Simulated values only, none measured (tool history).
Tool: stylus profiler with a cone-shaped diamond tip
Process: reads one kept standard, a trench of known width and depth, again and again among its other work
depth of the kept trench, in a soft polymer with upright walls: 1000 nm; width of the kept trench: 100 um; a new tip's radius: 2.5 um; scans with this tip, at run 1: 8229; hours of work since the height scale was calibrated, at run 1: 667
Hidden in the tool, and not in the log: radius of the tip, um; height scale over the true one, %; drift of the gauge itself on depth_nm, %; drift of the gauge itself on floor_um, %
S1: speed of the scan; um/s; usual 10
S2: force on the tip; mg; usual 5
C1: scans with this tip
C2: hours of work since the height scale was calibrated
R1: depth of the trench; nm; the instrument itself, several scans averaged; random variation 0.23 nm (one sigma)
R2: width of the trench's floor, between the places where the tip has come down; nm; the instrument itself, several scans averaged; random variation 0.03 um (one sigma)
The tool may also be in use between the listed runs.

run     day  S1     S2     C1   C2       R1     R2
  1       0  10      5   8229  667  1013.25  94840
  2   0.567  10      5   8316  674  1013.29  94890
  3   1.208  10   6.42   8414  682  1016.19  94820
  4     1.7  10      5   8490  689  1013.13  94850
  5    2.15  10      5   8559  694   1012.9  94890
  6   2.712  10      5   8646  701  1013.34  94800
  7   3.183  10  10.33   8718  707  1022.82  94850
  8   3.654  10  10.33   8790  713  1022.57  94770
      3.742  -- height scale calibrated on a step standard
  9   4.217  10      5   8874    6  1013.29  94810
 10   4.704  10  13.56   8948   12  1027.15  94810
 11   5.012  10      5   8996   16  1013.02  94820
      5.442  -- height scale calibrated on a step standard, once more
 12   5.483  10      5   9065    1  1014.87  94800
 13   5.812  10   4.93   9115    5  1014.66  94750
 14   6.362  10   4.36   9200   11  1013.63  94790
 15   6.996  15   5.11   9298   19  1014.76  94740
 16   7.625   7   2.21   9394   27  1008.34  94780
 17   8.292   7   2.21   9496   35  1008.14  94740
 18   8.688  10   2.14   9557   40  1008.47  94740
 19   9.412  12   2.11   9668   49  1007.87  94710
 20   9.954   8   4.76   9752   56  1013.94  94710
 21  10.329   7   2.11   9810   61  1008.05  94700
 22  10.938  20  11.93   9903   69  1026.17  94680
 23  11.321   9   4.87   9962   73   1014.2  94690
 24  11.638   9   4.87  10010   77  1014.22  94640

Hidden state at the last listed run before each entry between runs and at the first one after, where it differs:
Between runs 8 and 9: height scale calibrated on a step standard (day 3.742)
  radius of the tip, um: 3.83 -> 3.84; height scale over the true one, %: -0.172 -> -0.222
  measured less the result without the state, R1: -1.76 -> -2.25 nm; R2: -1160 -> -1170 nm
Between runs 11 and 12: height scale calibrated on a step standard, once more (day 5.442)
  radius of the tip, um: 3.86 -> 3.87; height scale over the true one, %: -0.225 -> -0.03
  measured less the result without the state, R1: -2.29 -> -0.31 nm; R2: -1180 -> -1190 nm
